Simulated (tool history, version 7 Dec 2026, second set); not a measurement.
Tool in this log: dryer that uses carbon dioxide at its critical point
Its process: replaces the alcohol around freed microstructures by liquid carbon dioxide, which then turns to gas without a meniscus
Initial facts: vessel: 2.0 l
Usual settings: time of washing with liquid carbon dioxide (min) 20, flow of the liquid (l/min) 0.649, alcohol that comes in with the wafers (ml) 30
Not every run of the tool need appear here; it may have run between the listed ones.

| run | hour | time of washing with liquid carbon dioxide (min) | flow of the liquid (l/min) | alcohol that comes in with the wafers (ml) | alcohol left in the vessel before it's heated (ppm by volume) |
|---|---|---|---|---|---|
| 1 | 0 | 20 | 0.649 | 30 | 66 |
| 2 | 41.5 | 20 | 0.649 | 30 | 65 |
| 3 | 74.9 | 20 | 0.649 | 30 | 68 |
| 4 | 109.7 | 20 | 0.649 | 30 | 61 |
| 5 | 138.5 | 20 | 0.649 | 30 | 77 |
| 6 | 163.7 | 20 | 0.649 | 30 | 73 |
| 7 | 196.6 | 20 | 0.649 | 30 | 77 |
| 8 | 238 | 20 | 0.649 | 30 | 78 |
| 9 | 274.7 | 20 | 0.649 | 30 | 83 |
| 10 | 304.6 | 20 | 0.649 | 30 | 91 |
| 11 | 327.1 | 20 | 1.087 | 30 | 43 |
| 12 | 355.4 | 16 | 1.087 | 30 | 53 |
| 13 | 382.2 | 16 | 1.087 | 30 | 62 |
| 14 | 407.8 | 16 | 1.087 | 30 | 65 |
| 15 | 450.2 | 12 | 1.087 | 30 | 108 |
| 16 | 471.9 | 12 | 1.087 | 30 | 106 |
| 17 | 511.9 | 20 | 0.649 | 30 | 109 |
| 18 | 530.1 | 20 | 0.649 | 30 | 110 |
| 19 | 562.8 | 15 | 0.649 | 30 | 262 |
| 20 | 581.8 | 15 | 0.649 | 30 | 269 |
| 21 | 618.3 | 20 | 0.649 | 30 | 116 |
|  | 638.6 | inlet filter changed |
| 22 | 638.6 | 17 | 0.649 | 30 | 124 |
| 23 | 668.9 | 17 | 0.649 | 30 | 143 |
| 24 | 703.2 | 26 | 0.649 | 30 | 71 |
| 25 | 744.2 | 13 | 1.016 | 61 | 140 |
| 26 | 786.3 | 13 | 1.016 | 61 | 135 |
| 27 | 813.3 | 25 | 0.469 | 63 | 165 |
| 28 | 850.3 | 25 | 0.469 | 63 | 174 |
| 29 | 871.6 | 25 | 0.469 | 63 | 196 |
| 30 | 894.2 | 25 | 0.469 | 63 | 179 |
| 31 | 937.5 | 12 | 0.975 | 38 | 155 |
| 32 | 969.4 | 27 | 0.776 | 24 | 88 |
| 33 | 993.4 | 30 | 0.847 | 37 | 81 |
| 34 | 1023.9 | 30 | 0.847 | 37 | 87 |
| 35 | 1042 | 20 | 0.759 | 30 | 107 |
| 36 | 1079.3 | 20 | 0.448 | 30 | 301 |
| 37 | 1114.4 | 20 | 0.448 | 30 | 316 |
| 38 | 1143.9 | 19 | 0.591 | 30 | 169 |
| 39 | 1167.5 | 16 | 0.583 | 38 | 356 |
| 40 | 1191.5 | 20 | 0.408 | 43 | 553 |
| 41 | 1234.7 | 20 | 1.082 | 30 | 102 |
| 42 | 1262.2 | 19 | 0.478 | 26 | 296 |
| 43 | 1283.3 | 13 | 0.649 | 30 | 412 |
| 44 | 1317 | 13 | 0.649 | 30 | 421 |
| 45 | 1348.1 | 13 | 0.649 | 30 | 424 |
| 46 | 1379.5 | 13 | 0.819 | 63 | 371 |

Selected run-to-run steps in alcohol left in the vessel before it's heated (ppm by volume), each split into two signed amounts: the part the tool would show with no hidden state at all (from settings, incoming material and random variation), and the remainder, which goes to the hidden state together with any gauge scatter not common to the measured and the hidden-state-free results:
Hidden state present: flow that reaches the vessel past the clogged filter, %; alcohol in the recycled carbon dioxide, ppm; drift of the gauge itself on alcohol_ppm, %.
Run 18 -> 19: time of washing with liquid carbon dioxide (min) 20 -> 15. alcohol left in the vessel before it's heated (ppm by volume) +152: hidden state +57, all else +95.
Run 20 -> 21: time of washing with liquid carbon dioxide (min) 15 -> 20. alcohol left in the vessel before it's heated (ppm by volume) -153: hidden state -50, all else -103.
Run 35 -> 36: flow of the liquid (l/min) 0.759 -> 0.448. alcohol left in the vessel before it's heated (ppm by volume) +194: hidden state +40, all else +154.
Run 39 -> 40: time of washing with liquid carbon dioxide (min) 16 -> 20, flow of the liquid (l/min) 0.583 -> 0.408, alcohol that comes in with the wafers (ml) 38 -> 43. alcohol left in the vessel before it's heated (ppm by volume) +197: hidden state +39, all else +158.
Run 40 -> 41: flow of the liquid (l/min) 0.408 -> 1.082, alcohol that comes in with the wafers (ml) 43 -> 30. alcohol left in the vessel before it's heated (ppm by volume) -451: hidden state -93, all else -358.

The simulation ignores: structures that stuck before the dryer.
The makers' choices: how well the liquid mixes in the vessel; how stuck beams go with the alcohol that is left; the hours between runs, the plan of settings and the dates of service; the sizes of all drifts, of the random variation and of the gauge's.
